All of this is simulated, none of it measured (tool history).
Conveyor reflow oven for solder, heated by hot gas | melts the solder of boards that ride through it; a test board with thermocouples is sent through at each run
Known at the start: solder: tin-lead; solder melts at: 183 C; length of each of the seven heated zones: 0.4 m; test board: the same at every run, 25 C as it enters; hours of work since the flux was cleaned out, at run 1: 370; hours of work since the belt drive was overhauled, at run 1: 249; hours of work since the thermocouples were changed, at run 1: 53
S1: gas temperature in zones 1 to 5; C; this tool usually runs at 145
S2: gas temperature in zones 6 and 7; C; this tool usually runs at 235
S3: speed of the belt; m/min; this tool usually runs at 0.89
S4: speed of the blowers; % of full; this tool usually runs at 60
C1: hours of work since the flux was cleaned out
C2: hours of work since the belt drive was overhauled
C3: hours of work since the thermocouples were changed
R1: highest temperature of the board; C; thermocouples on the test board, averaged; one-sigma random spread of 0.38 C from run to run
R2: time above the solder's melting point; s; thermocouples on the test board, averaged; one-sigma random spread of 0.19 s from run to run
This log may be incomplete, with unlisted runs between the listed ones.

| run | hour | S1 | S2 | S3 | S4 | C1 | C2 | C3 | R1 | R2 |
|---|---|---|---|---|---|---|---|---|---|---|
| 1 | 0 | 145 | 235 | 0.89 | 60 | 370 | 249 | 53 | 219 | 43.1 |
| 2 | 15.4 | 145 | 235 | 0.89 | 60 | 376 | 255 | 60 | 218.1 | 42.9 |
| 3 | 24.4 | 145 | 235 | 0.89 | 60 | 380 | 259 | 64 | 218.4 | 42.8 |
| 4 | 34.1 | 145 | 235 | 0.89 | 60 | 384 | 263 | 68 | 218.3 | 43 |
| 5 | 50.1 | 145 | 235 | 0.89 | 60 | 391 | 270 | 75 | 217.6 | 43.2 |
| 6 | 57.1 | 145 | 235 | 0.89 | 60 | 394 | 273 | 78 | 218.8 | 42.9 |
| 7 | 68.5 | 145 | 235 | 0.89 | 60 | 399 | 278 | 82 | 218 | 43.2 |
| 8 | 76.7 | 145 | 235 | 0.89 | 60 | 402 | 281 | 86 | 217.9 | 43.1 |
| 9 | 88.7 | 145 | 235 | 0.89 | 55 | 407 | 286 | 91 | 216.9 | 42 |
| 10 | 100.5 | 145 | 235 | 0.89 | 55 | 412 | 291 | 96 | 217 | 42.2 |
| 11 | 108.6 | 145 | 235 | 0.89 | 55 | 415 | 295 | 99 | 218 | 42.2 |
| 12 | 118.1 | 145 | 235 | 0.89 | 55 | 419 | 299 | 103 | 216.5 | 42.1 |
| 13 | 128.9 | 145 | 235 | 0.89 | 55 | 424 | 303 | 108 | 217.7 | 42.2 |
| 14 | 135.8 | 136 | 225 | 0.949 | 77 | 427 | 306 | 111 | 209 | 32.7 |
| 15 | 142.5 | 136 | 225 | 0.949 | 77 | 430 | 309 | 114 | 208.5 | 32.7 |
| 16 | 156.2 | 136 | 225 | 0.949 | 77 | 436 | 315 | 119 | 207.4 | 32.3 |
| 17 | 164.6 | 154 | 231 | 1.016 | 67 | 439 | 318 | 123 | 213.1 | 37.4 |
| 18 | 179.3 | 154 | 231 | 1.016 | 67 | 445 | 324 | 129 | 213.5 | 37.2 |
| 19 | 188.2 | 145 | 235 | 0.89 | 82 | 449 | 328 | 133 | 221.4 | 44.9 |
| 20 | 196.6 | 145 | 228 | 0.89 | 82 | 453 | 332 | 137 | 215.1 | 41.8 |
| 21 | 206.1 | 144 | 223 | 0.88 | 75 | 457 | 336 | 141 | 209.3 | 38.4 |
| 22 | 220.6 | 152 | 235 | 1.05 | 60 | 463 | 342 | 147 | 213.8 | 35.5 |

4 options for the next run, each taken on its own from the tool as it stands now. Forecast them:
| A | 234 | 141 | 235 | 1.05 | 66 | 468 | 348 | 152 | ? | ? |
| B | 234 | 152 | 235 | 0.762 | 87 | 468 | 348 | 152 | ? | ? |
| C | 234 | 152 | 237 | 1.05 | 60 | 468 | 348 | 152 | ? | ? |
| D | 234 | 145 | 242 | 0.86 | 60 | 468 | 348 | 152 | ? | ? |

| run | R1 | R2 |
|---|---|---|
| A | 212.3 | 32 |
| B | 225.5 | 57.6 |
| C | 215.7 | 36.3 |
| D | 225.5 | 48.1 |
With no hidden state in the tool, these same runs would have given:
| run | R1 | R2 |
|---|---|---|
| A | 215 | 33.5 |
| B | 227.3 | 57.9 |
| C | 218.1 | 37.4 |
| D | 227.7 | 48.7 |
